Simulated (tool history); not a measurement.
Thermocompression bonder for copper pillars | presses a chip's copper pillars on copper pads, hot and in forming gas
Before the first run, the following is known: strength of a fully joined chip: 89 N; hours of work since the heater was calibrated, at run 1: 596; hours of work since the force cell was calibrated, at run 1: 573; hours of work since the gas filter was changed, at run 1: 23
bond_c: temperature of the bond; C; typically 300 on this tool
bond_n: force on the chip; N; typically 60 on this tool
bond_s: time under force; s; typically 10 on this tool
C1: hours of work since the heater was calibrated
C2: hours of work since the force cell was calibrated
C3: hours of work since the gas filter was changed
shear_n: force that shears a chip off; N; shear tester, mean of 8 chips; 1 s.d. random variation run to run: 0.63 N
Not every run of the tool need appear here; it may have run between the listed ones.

Run 1, hour 0.0: usual settings; C1 596; C2 573; C3 23. Result: shear_n 50.9 N.
Run 2, hour 22.4: usual settings; C1 611; C2 588; C3 37. Result: shear_n 50.5 N.
Run 3, hour 43.5: usual settings; C1 625; C2 601; C3 51. Result: shear_n 50.7 N.
Run 4, hour 67.3: usual settings; C1 641; C2 617; C3 67. Result: shear_n 49.3 N.
Run 5, hour 93.3: usual settings but bond_n 62 N; C1 658; C2 634; C3 84. Result: shear_n 51.7 N.
Run 6, hour 112.6: usual settings but bond_n 62 N; C1 670; C2 647; C3 96. Result: shear_n 51.8 N.
At hour 136.7: forming gas filter changed.
Run 7, hour 136.7: usual settings but bond_c 317 C; C1 686; C2 662; C3 0. Result: shear_n 57.2 N.
Run 8, hour 158.4: usual settings but bond_c 317 C; C1 700; C2 676; C3 14. Result: shear_n 57.6 N.
Run 9, hour 176.7: usual settings but bond_c 317 C; C1 712; C2 688; C3 26. Result: shear_n 58.6 N.
Run 10, hour 203.1: usual settings but bond_c 317 C; C1 729; C2 706; C3 43. Result: shear_n 57.2 N.
Run 11, hour 214.8: usual settings; C1 737; C2 713; C3 51. Result: shear_n 50.5 N.
Run 12, hour 230.1: usual settings; C1 747; C2 723; C3 61. Result: shear_n 51.0 N.
Run 13, hour 250.7: usual settings; C1 760; C2 737; C3 75. Result: shear_n 50.0 N.
Run 14, hour 274.2: usual settings; C1 776; C2 752; C3 90. Result: shear_n 50.0 N.
Run 15, hour 286.1: usual settings; C1 783; C2 760; C3 98. Result: shear_n 50.3 N.
Run 16, hour 300.5: usual settings but bond_s 11 s; C1 793; C2 769; C3 107. Result: shear_n 51.9 N.
At hour 308.4: forming gas filter changed.
Run 17, hour 314.5: usual settings but bond_s 11 s; C1 802; C2 778; C3 4. Result: shear_n 53.1 N.
Run 18, hour 340.7: usual settings but bond_s 11 s; C1 819; C2 795; C3 21. Result: shear_n 51.7 N.
Run 19, hour 352.1: usual settings; C1 826; C2 803; C3 29. Result: shear_n 50.9 N.
Run 20, hour 363.4: usual settings; C1 834; C2 810; C3 36. Result: shear_n 51.8 N.
Run 21, hour 385.2: usual settings but bond_n 43 N; C1 848; C2 824; C3 50. Result: shear_n 36.8 N.
Run 22, hour 402.6: usual settings but bond_c 316 C, bond_n 69 N; C1 859; C2 836; C3 62. Result: shear_n 63.0 N.
Run 23, hour 424.4: usual settings but bond_c 316 C, bond_n 69 N; C1 874; C2 850; C3 76. Result: shear_n 63.3 N.
Run 24, hour 448.2: usual settings but bond_n 50 N; C1 889; C2 866; C3 92. Result: shear_n 42.9 N.
Run 25, hour 469.5: usual settings but bond_c 272 C, bond_n 68 N, bond_s 26 s; C1 903; C2 880; C3 105. Result: shear_n 59.5 N.
At hour 481.4: forming gas filter changed.
Run 26, hour 489.7: usual settings but bond_c 299 C, bond_n 62 N, bond_s 9 s; C1 916; C2 892; C3 5. Result: shear_n 49.1 N.
Run 27, hour 501.7: usual settings but bond_s 17 s; C1 924; C2 900; C3 13. Result: shear_n 58.6 N.
Run 28, hour 525.1: usual settings but bond_c 324 C, bond_n 76 N, bond_s 18 s; C1 939; C2 916; C3 29. Result: shear_n 77.2 N.
Run 29, hour 538.7: usual settings but bond_c 324 C, bond_n 76 N, bond_s 18 s; C1 948; C2 925; C3 38. Result: shear_n 78.0 N.
Run 30, hour 558.3: usual settings but bond_c 292 C, bond_n 43 N, bond_s 24 s; C1 961; C2 937; C3 50. Result: shear_n 46.6 N.
Run 31, hour 578.2: usual settings but bond_c 292 C, bond_n 62 N, bond_s 17 s; C1 974; C2 950; C3 63. Result: shear_n 57.1 N.
Run 32, hour 603.5: usual settings but bond_s 19 s; C1 991; C2 967; C3 80. Result: shear_n 61.1 N.
Run 33, hour 624.5: usual settings but bond_c 314 C, bond_n 73 N, bond_s 5 s; C1 1004; C2 981; C3 94. Result: shear_n 53.8 N.
Run 34, hour 646.9: usual settings but bond_c 314 C, bond_n 73 N, bond_s 5 s; C1 1019; C2 995; C3 108. Result: shear_n 54.2 N.
At hour 653.0: forming gas filter changed.
Run 35, hour 673.4: usual settings but bond_c 314 C, bond_n 73 N, bond_s 5 s; C1 1036; C2 1012; C3 13. Result: shear_n 54.1 N.
Run 36, hour 700.2: usual settings but bond_c 314 C, bond_n 50 N, bond_s 8 s; C1 1053; C2 1030; C3 31. Result: shear_n 45.2 N.
Run 37, hour 713.9: usual settings but bond_c 314 C, bond_n 50 N, bond_s 8 s; C1 1062; C2 1039; C3 40. Result: shear_n 45.2 N.
Run 38, hour 728.3: usual settings but bond_c 314 C, bond_n 50 N, bond_s 8 s; C1 1072; C2 1048; C3 49. Result: shear_n 44.4 N.
At hour 743.7: heater calibrated with a thermocouple chip.
Run 39, hour 754.3: usual settings but bond_c 299 C, bond_n 57 N, bond_s 17 s; C1 7; C2 1064; C3 65. Result: shear_n 57.7 N.
Run 40, hour 770.1: usual settings but bond_c 295 C, bond_n 80 N, bond_s 17 s; C1 17; C2 1074; C3 75. Result: shear_n 70.6 N.
Run 41, hour 794.2: usual settings but bond_c 295 C, bond_n 80 N, bond_s 17 s; C1 33; C2 1090; C3 91. Result: shear_n 69.6 N.

For each entry between runs, how does the tool's hidden state at the last listed run before it compare with that at the first listed run after it?
From run 6 to run 7: forming gas filter changed (hour 136.7)
  oxide that the forming gas leaves, % of the face: 0.8 -> 0.5
From run 16 to run 17: forming gas filter changed (hour 308.4)
  oxide that the forming gas leaves, % of the face: 0.81 -> 0.52
From run 25 to run 26: forming gas filter changed (hour 481.4)
  oxide that the forming gas leaves, % of the face: 0.8 -> 0.52
From run 34 to run 35: forming gas filter changed (hour 653.0)
  oxide that the forming gas leaves, % of the face: 0.81 -> 0.54
From run 38 to run 39: heater calibrated with a thermocouple chip (hour 743.7)
  true temperature of the bond over the reading, C: -0.6 -> 0; oxide that the forming gas leaves, % of the face: 0.65 -> 0.69
